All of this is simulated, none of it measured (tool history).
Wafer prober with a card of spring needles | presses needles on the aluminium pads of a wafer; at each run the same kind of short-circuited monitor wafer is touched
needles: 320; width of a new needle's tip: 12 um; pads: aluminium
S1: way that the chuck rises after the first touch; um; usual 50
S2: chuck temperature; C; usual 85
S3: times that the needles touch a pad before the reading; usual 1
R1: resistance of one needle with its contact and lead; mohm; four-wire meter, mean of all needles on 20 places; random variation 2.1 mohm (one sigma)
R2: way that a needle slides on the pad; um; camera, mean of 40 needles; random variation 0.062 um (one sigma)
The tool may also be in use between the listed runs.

run    day  S1   S2  S3   R1    R2
  1      0  50   85   1  268  8.65
     0.121  -- tips cleaned on abrasive film
     0.308  -- tips cleaned on abrasive film
  2   0.35  50   85   2  249  8.62
     0.483  -- tips cleaned on abrasive film
  3  0.533  50   85   1  254  8.52
     0.658  -- tips cleaned on abrasive film
     0.833  -- tips cleaned on abrasive film
  4  0.862  50   85   1  255  8.55
     1.029  -- tips cleaned on abrasive film
     1.217  -- tips cleaned on abrasive film
  5  1.217  50   85   1  241  8.62
       1.4  -- tips cleaned on abrasive film
  6  1.517  50   85   1  288  8.53
     1.575  -- tips cleaned on abrasive film
      1.75  -- tips cleaned on abrasive film
  7  1.833  50   85   1  271  8.52
     1.942  -- tips cleaned on abrasive film
     2.121  -- tips cleaned on abrasive film
  8  2.183  50   85   1  267  8.51
     2.312  -- tips cleaned on abrasive film
     2.488  -- tips cleaned on abrasive film
  9  2.512  50   85   2  248  8.44
       2.7  -- tips cleaned on abrasive film
 10  2.725  50   85   2  247  8.67
     2.888  -- tips cleaned on abrasive film
 11   2.95  50   27   1  250  8.46
     3.096  -- tips cleaned on abrasive film
 12  3.154  31  107   2  286   5.2
     3.288  -- tips cleaned on abrasive film
 13  3.383  36  107   2  291  6.07
     3.471  -- tips cleaned on abrasive film
     3.654  -- tips cleaned on abrasive film
 14  3.754  45  104   2  276   7.6
     3.846  -- tips cleaned on abrasive film
     4.021  -- tips cleaned on abrasive film
 15  4.067  45  104   2  261  7.61
     4.225  -- tips cleaned on abrasive film
     4.404  -- tips cleaned on abrasive film
 16  4.404  47   35   1  232  7.99
     4.583  -- tips cleaned on abrasive film
 17  4.729  47   27   2  270  7.89
     4.767  -- tips cleaned on abrasive film
     4.975  -- tips cleaned on abrasive film
     5.154  -- tips cleaned on abrasive film
 18  5.175  56   85   1  244  9.48
     5.354  -- tips cleaned on abrasive film
 19  5.454  56   44   3  237  9.41
     5.533  -- tips cleaned on abrasive film
     5.708  -- tips cleaned on abrasive film
 20  5.842  56   44   3  240   9.4

3 ways to go on from here, each from the tool as it stands after run 20. What would each give?
     5.912  -- tips cleaned on abrasive film
     6.092  -- tips cleaned on abrasive film
  A  6.188  50  41   1   ?   ?
     5.912  -- tips cleaned on abrasive film
     6.092  -- tips cleaned on abrasive film
  B  6.188  67  44   3   ?   ?
     5.912  -- tips cleaned on abrasive film
     6.092  -- tips cleaned on abrasive film
  C  6.188  56  85   2   ?   ?

run   R1     R2
  A  274   8.35
  B  233  11.31
  C  256   9.48
Without the tool's hidden state the same runs would have given:
run   R1     R2
  A  225   8.71
  B  222  11.67
  C  234   9.84

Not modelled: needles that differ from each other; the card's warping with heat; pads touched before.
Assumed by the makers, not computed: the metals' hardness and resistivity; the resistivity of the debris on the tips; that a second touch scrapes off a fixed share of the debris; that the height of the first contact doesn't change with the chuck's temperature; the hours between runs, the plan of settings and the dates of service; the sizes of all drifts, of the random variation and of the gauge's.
